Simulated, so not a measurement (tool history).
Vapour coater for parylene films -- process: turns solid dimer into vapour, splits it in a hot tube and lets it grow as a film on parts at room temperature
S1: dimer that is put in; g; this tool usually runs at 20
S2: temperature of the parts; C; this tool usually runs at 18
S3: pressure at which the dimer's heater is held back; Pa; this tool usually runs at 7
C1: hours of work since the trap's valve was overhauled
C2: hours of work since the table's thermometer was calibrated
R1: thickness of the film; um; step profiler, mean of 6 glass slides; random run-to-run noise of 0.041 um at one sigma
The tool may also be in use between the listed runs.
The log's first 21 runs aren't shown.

run	day	S1	S2	S3	C1	C2	R1
22	17.117	10	12	5.53	118	717	2.84
23	17.871	20	12	7	132	732	5.62
24	18.675	19	18	7	148	748	3.99
25	19.358	20	24	2.48	161	761	3.63
26	20.221	29	18	3.64	178	778	6.56
27	20.921	10	11	5.41	192	791	2.94
# day 21.012: table's thermometer calibrated
28	21.671	20	15	2.72	206	13	5.31
29	22.746	20	18	4.37	226	34	4.41
30	23.342	20	18	4.37	238	45	4.4
31	24.392	20	18	4.37	258	66	4.35
32	24.85	20	18	4.37	267	75	4.36
# day 25.758: table's thermometer calibrated, once more
33	25.962	9	18	2.19	288	4	2.07
34	26.804	9	18	2.19	305	20	2.08
35	27.788	9	18	2.19	324	39	2.06
36	28.596	22	18	7.3	339	55	4.37
37	29.408	18	26	2.93	355	71	2.73
38	30.05	18	26	2.93	368	83	2.76
39	30.7	16	10	3.88	380	96	4.73
40	31.788	16	10	3.88	402	117	4.75
41	32.317	16	10	3.88	412	128	4.64
# day 33.321: trap's valve overhauled
42	33.554	16	10	3.88	5	148	5.39
43	34.296	16	10	3.88	19	163	5.42
44	35.333	16	10	3.88	39	183	5.4
45	35.992	16	10	3.88	52	196	5.39
46	36.675	12	18	7	65	209	2.58

Alternative continuations, all from the tool just after run 46; predict every row:
A	37.512	12	10	7	82	225	?
B	37.512	9	18	3.13	82	225	?
C	37.512	12	18	9.4	82	225	?
D	37.512	14	18	4.36	82	225	?

run	R1
A	3.73
B	2.13
C	2.52
D	3.2
Take away the tool's hidden state, keep each run's random variation, and the runs would have read:
run	R1
A	3.8
B	2.17
C	2.57
D	3.26
